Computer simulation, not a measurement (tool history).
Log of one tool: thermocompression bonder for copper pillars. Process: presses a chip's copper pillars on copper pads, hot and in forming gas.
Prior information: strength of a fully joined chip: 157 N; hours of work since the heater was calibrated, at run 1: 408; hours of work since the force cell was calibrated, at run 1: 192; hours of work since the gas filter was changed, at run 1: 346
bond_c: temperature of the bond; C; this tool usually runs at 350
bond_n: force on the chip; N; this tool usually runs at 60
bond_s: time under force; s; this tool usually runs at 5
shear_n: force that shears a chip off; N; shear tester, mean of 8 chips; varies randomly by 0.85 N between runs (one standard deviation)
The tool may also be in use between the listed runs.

run	hour	bond_c	bond_n	bond_s	hours of work since the heater was calibrated	hours of work since the force cell was calibrated	hours of work since the gas filter was changed	shear_n
1	0.0	350	60	5	408	192	346	61.3
# hour 7.5: forming gas filter changed
2	89.8	350	60	5	462	246	50	66.0
3	126.9	350	60	5	484	269	73	66.1
4	211.9	350	60	9	536	321	124	79.5
5	252.5	350	60	9	561	345	149	77.4
6	298.4	350	60	9	589	373	177	77.7
7	346.1	350	60	5	618	402	206	62.3
8	427.4	350	60	5	667	452	255	60.6
# hour 454.5: heater calibrated with a thermocouple chip
9	485.5	350	60	5	19	486	290	58.0
10	567.8	350	60	5	69	536	340	56.8
# hour 584.2: forming gas filter changed
# hour 622.3: heater calibrated with a thermocouple chip, once more
11	622.3	350	60	5	0	568	22	71.7
12	697.2	331	60	6	46	613	68	60.9
13	739.0	371	50	5	71	639	93	71.4
14	830.3	371	50	5	127	694	149	69.6
15	905.4	371	50	5	172	740	194	68.1
16	943.9	371	50	5	196	763	218	67.4
17	1008.0	371	50	5	235	802	257	67.7
18	1095.6	358	85	9	288	856	310	109.3
# hour 1165.6: forming gas filter changed
19	1175.5	341	60	3	336	904	6	52.7
20	1223.9	341	60	3	366	934	35	51.0
21	1289.7	353	61	3	406	974	76	58.8

Each row is a separate what-if for the run after 21, all from the same tool condition, not one after another. Results?
A	1377.6	353	51	3	459	1027	129	?
B	1377.6	323	42	3	459	1027	129	?
C	1377.6	357	38	13	459	1027	129	?
D	1377.6	350	60	3	459	1027	129	?
E	1377.6	323	39	5	459	1027	129	?

run	shear_n
A	47.5
B	25.2
C	63.3
D	55.0
E	28.7
What these runs would have given with no unlogged condition in the tool:
run	shear_n
A	48.1
B	25.7
C	64.2
D	55.8
E	29.3

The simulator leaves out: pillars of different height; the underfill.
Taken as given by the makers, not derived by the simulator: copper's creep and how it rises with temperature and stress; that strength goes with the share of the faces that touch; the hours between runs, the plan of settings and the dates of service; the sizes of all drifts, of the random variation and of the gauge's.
